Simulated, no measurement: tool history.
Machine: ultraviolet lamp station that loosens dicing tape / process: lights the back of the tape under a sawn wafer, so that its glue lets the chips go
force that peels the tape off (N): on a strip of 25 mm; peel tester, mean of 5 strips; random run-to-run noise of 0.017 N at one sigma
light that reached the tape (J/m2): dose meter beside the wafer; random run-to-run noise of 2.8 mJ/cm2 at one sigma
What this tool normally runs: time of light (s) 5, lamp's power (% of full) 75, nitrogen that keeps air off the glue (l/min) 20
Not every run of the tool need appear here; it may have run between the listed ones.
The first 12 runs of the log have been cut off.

run	hour	time of light (s)	lamp's power (% of full)	nitrogen that keeps air off the glue (l/min)	force that peels the tape off (N)	light that reached the tape (J/m2)
13	76.8	5	75	10	1.466	3610
14	81.9	5	75	10	1.472	3670
15	87.6	5	75	10	1.464	3650
16	95.4	5	75	10	1.525	3610
17	101.3	5	75	10	1.472	3590
18	108.5	5	75	10	1.527	3590
19	117.7	5	75	20	0.992	3600
20	126.7	5	75	20	0.951	3550
21	135.1	5	96	20	0.655	4540

Predict the results of run 22:
22	139.5	5	75	20	?	?

For run 22 the tool returned force that peels the tape off (N) 1.027, light that reached the tape (J/m2) 3570.
On a tool with no hidden condition, and with the same random variation, this run would have come out at force that peels the tape off (N) 0.843, light that reached the tape (J/m2) 4010.

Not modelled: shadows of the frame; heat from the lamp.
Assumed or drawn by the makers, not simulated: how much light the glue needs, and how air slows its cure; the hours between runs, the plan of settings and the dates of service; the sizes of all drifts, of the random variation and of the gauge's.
